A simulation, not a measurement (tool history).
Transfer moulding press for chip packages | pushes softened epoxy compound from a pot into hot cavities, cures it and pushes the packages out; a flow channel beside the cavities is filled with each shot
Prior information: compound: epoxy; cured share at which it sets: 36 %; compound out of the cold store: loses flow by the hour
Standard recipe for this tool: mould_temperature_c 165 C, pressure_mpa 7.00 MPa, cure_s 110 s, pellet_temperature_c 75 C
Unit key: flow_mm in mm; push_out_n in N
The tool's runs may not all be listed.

| run | hour | mould_temperature_c | pressure_mpa | cure_s | pellet_temperature_c | incoming compound's hours out of the cold store | flow_mm | push_out_n |
|---|---|---|---|---|---|---|---|---|
| 1 | 0.0 | 165 | 7.00 | 110 | 75 | 18.2 | 961.8 | 801 |
| 2 | 26.2 | 165 | 7.00 | 131 | 75 | 44.0 | 896.6 | 642 |
|  | 64.7 | plunger's sealing rings changed |
|  | 66.2 | cavities cleaned with cleaning compound and waxed |
| 3 | 71.9 | 159 | 7.00 | 131 | 75 | 23.6 | 995.1 | 894 |
| 4 | 103.1 | 159 | 7.00 | 131 | 75 | 10.7 | 1027.9 | 897 |
| 5 | 157.9 | 159 | 7.00 | 131 | 75 | 12.5 | 1016.7 | 905 |
|  | 162.0 | cavities cleaned with cleaning compound and waxed |
|  | 173.7 | cavities cleaned with cleaning compound and waxed, once more |
| 6 | 209.6 | 159 | 7.00 | 131 | 75 | 17.5 | 999.4 | 818 |
| 7 | 258.1 | 172 | 7.00 | 131 | 75 | 38.7 | 882.5 | 579 |
|  | 268.1 | cavities cleaned with cleaning compound and waxed |
| 8 | 287.0 | 172 | 7.00 | 142 | 75 | 46.4 | 863.4 | 482 |
|  | 327.6 | plunger's sealing rings changed |
| 9 | 343.1 | 172 | 7.00 | 142 | 75 | 33.4 | 907.0 | 564 |
|  | 366.8 | cavities cleaned with cleaning compound and waxed |
| 10 | 381.7 | 172 | 7.00 | 134 | 75 | 30.2 | 911.3 | 505 |
| 11 | 434.6 | 172 | 7.00 | 134 | 75 | 11.0 | 954.1 | 570 |
|  | 460.6 | cavities cleaned with cleaning compound and waxed |
| 12 | 474.2 | 172 | 7.00 | 134 | 75 | 46.0 | 869.4 | 482 |
| 13 | 503.2 | 165 | 7.00 | 136 | 75 | 30.3 | 934.8 | 578 |
|  | 522.0 | mould's thermocouples calibrated |
|  | 557.8 | cavities cleaned with cleaning compound and waxed |
| 14 | 557.8 | 162 | 6.97 | 143 | 75 | 29.6 | 933.8 | 431 |
|  | 588.8 | plunger's sealing rings changed |
| 15 | 609.4 | 162 | 6.97 | 143 | 75 | 33.8 | 938.2 | 584 |
| 16 | 645.5 | 165 | 5.53 | 109 | 75 | 35.3 | 818.3 | 757 |
|  | 654.4 | cavities cleaned with cleaning compound and waxed |
| 17 | 677.4 | 163 | 7.00 | 125 | 75 | 43.2 | 910.5 | 602 |
| 18 | 701.0 | 163 | 5.62 | 125 | 84 | 27.3 | 847.4 | 681 |
| 19 | 728.6 | 168 | 6.42 | 124 | 83 | 44.1 | 843.7 | 600 |
|  | 749.0 | cavities cleaned with cleaning compound and waxed |
| 20 | 754.6 | 168 | 6.42 | 124 | 83 | 30.5 | 871.9 | 453 |
| 21 | 807.2 | 166 | 5.37 | 133 | 83 | 39.6 | 783.1 | 595 |
|  | 842.3 | cavities cleaned with cleaning compound and waxed |
| 22 | 842.3 | 157 | 8.75 | 136 | 79 | 14.8 | 1120.3 | 575 |
|  | 848.6 | plunger's sealing rings changed |
| 23 | 894.1 | 165 | 5.72 | 110 | 82 | 38.2 | 830.3 | 718 |
| 24 | 917.4 | 166 | 6.33 | 96 | 79 | 37.8 | 869.8 | 911 |
|  | 939.1 | cavities cleaned with cleaning compound and waxed |
| 25 | 969.7 | 166 | 6.33 | 105 | 79 | 38.1 | 865.7 | 695 |
| 26 | 997.3 | 165 | 7.56 | 121 | 75 | 34.6 | 956.6 | 656 |

What if the next run were any one of these 3? Each begins from the tool's condition after run 26:
| A | 1026.5 | 159 | 6.21 | 110 | 75 | 41.0 | ? | ? |
| B | 1026.5 | 169 | 7.56 | 124 | 77 | 26.7 | ? | ? |
| C | 1026.5 | 165 | 7.00 | 97 | 75 | 44.7 | ? | ? |

| run | flow_mm | push_out_n |
|---|---|---|
| A | 879.8 | 1121 |
| B | 954.9 | 597 |
| C | 896.1 | 898 |
Stripped of hidden state, with their random variation kept, the same runs would have yielded:
| run | flow_mm | push_out_n |
|---|---|---|
| A | 891.4 | 703 |
| B | 967.7 | 381 |
| C | 908.0 | 561 |

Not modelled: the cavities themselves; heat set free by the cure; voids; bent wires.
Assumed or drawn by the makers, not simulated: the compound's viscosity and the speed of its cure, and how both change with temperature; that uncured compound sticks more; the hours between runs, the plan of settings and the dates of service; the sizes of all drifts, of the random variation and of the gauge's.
